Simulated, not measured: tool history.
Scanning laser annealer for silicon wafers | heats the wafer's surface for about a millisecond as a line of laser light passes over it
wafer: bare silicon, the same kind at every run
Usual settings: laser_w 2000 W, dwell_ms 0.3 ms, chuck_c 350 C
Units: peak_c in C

Run 1, hour 0: usual settings. Result: peak_c 1167 C.
Run 2, hour 12.8: usual settings. Result: peak_c 1167 C.
Run 3, hour 24.2: usual settings. Result: peak_c 1165 C.
Run 4, hour 34.2: usual settings but chuck_c 381 C. Result: peak_c 1193 C.
Run 5, hour 41.4: usual settings but laser_w 1995 W, chuck_c 381 C. Result: peak_c 1192 C.
Run 6, hour 53.5: usual settings but laser_w 1995 W, chuck_c 381 C. Result: peak_c 1193 C.
Run 7, hour 61.7: usual settings. Result: peak_c 1166 C.
Run 8, hour 73.3: usual settings but laser_w 1752 W. Result: peak_c 1049 C.
Run 9, hour 79.9: usual settings but laser_w 1752 W. Result: peak_c 1049 C.
Run 10, hour 90.4: usual settings but dwell_ms 0.359 ms. Result: peak_c 1231 C.
Run 11, hour 98.6: usual settings but dwell_ms 0.352 ms. Result: peak_c 1221 C.
Run 12, hour 111.4: usual settings but dwell_ms 0.352 ms. Result: peak_c 1221 C.
Run 13, hour 118.6: usual settings but dwell_ms 0.352 ms. Result: peak_c 1227 C.
Run 14, hour 131.9: usual settings. Result: peak_c 1163 C.
Run 15, hour 139.2: usual settings. Result: peak_c 1166 C.
Run 16, hour 153: usual settings but chuck_c 314 C. Result: peak_c 1130 C.
Run 17, hour 164.1: usual settings but laser_w 2093 W, chuck_c 314 C. Result: peak_c 1173 C.
Run 18, hour 176.1: usual settings but laser_w 1951 W. Result: peak_c 1140 C.
Run 19, hour 186.6: usual settings but laser_w 1847 W, chuck_c 390 C. Result: peak_c 1135 C.
Run 20, hour 195.7: usual settings but laser_w 1847 W, chuck_c 390 C. Result: peak_c 1132 C.
Run 21, hour 208: usual settings but laser_w 1789 W, dwell_ms 0.277 ms, chuck_c 390 C. Result: peak_c 1081 C.
Run 22, hour 218.6: usual settings but laser_w 1789 W, dwell_ms 0.258 ms, chuck_c 390 C. Result: peak_c 1063 C.
Run 23, hour 224.3: usual settings but laser_w 1789 W, dwell_ms 0.258 ms, chuck_c 390 C. Result: peak_c 1058 C.
Run 24, hour 232.8: usual settings but laser_w 1789 W, dwell_ms 0.258 ms, chuck_c 390 C. Result: peak_c 1060 C.
Run 25, hour 244.9: usual settings but laser_w 1770 W, dwell_ms 0.257 ms, chuck_c 355 C. Result: peak_c 1016 C.
Run 26, hour 251.9: usual settings but laser_w 2094 W, dwell_ms 0.373 ms, chuck_c 336 C. Result: peak_c 1283 C.
Run 27, hour 259.7: usual settings but laser_w 2094 W, dwell_ms 0.373 ms, chuck_c 336 C. Result: peak_c 1280 C.
Run 28, hour 270.1: usual settings but laser_w 2094 W, dwell_ms 0.237 ms, chuck_c 336 C. Result: peak_c 1111 C.
Run 29, hour 279: usual settings but laser_w 2132 W, dwell_ms 0.25 ms, chuck_c 364 C. Result: peak_c 1173 C.
Run 30, hour 287.3: usual settings but laser_w 2132 W, dwell_ms 0.25 ms, chuck_c 364 C. Result: peak_c 1175 C.
Run 31, hour 300.6: usual settings but laser_w 2132 W, dwell_ms 0.25 ms, chuck_c 364 C. Result: peak_c 1172 C.
Run 32, hour 314.1: usual settings but laser_w 1840 W, dwell_ms 0.277 ms, chuck_c 367 C. Result: peak_c 1084 C.
Run 33, hour 322.8: usual settings but laser_w 1840 W, dwell_ms 0.277 ms, chuck_c 367 C. Result: peak_c 1080 C.
Run 34, hour 334.8: usual settings but laser_w 1840 W, dwell_ms 0.237 ms, chuck_c 367 C. Result: peak_c 1032 C.
Run 35, hour 343.2: usual settings but laser_w 1840 W, dwell_ms 0.237 ms, chuck_c 367 C. Result: peak_c 1032 C.
Run 36, hour 349.7: usual settings but laser_w 1840 W, dwell_ms 0.237 ms, chuck_c 367 C. Result: peak_c 1032 C.

Forecast each of these 3 alternatives for the next run:
Run A, hour 363.6: usual settings but laser_w 1840 W, dwell_ms 0.249 ms, chuck_c 367 C. Result: peak_c ?.
Run B, hour 363.6: usual settings but laser_w 1973 W, dwell_ms 0.246 ms. Result: peak_c ?.
Run C, hour 363.6: usual settings but laser_w 2017 W, dwell_ms 0.33 ms, chuck_c 337 C. Result: peak_c ?.

run  peak_c
  A    1052
  B    1084
  C    1195
Without the tool's hidden state the same runs would have given:
run  peak_c
  A    1052
  B    1085
  C    1196

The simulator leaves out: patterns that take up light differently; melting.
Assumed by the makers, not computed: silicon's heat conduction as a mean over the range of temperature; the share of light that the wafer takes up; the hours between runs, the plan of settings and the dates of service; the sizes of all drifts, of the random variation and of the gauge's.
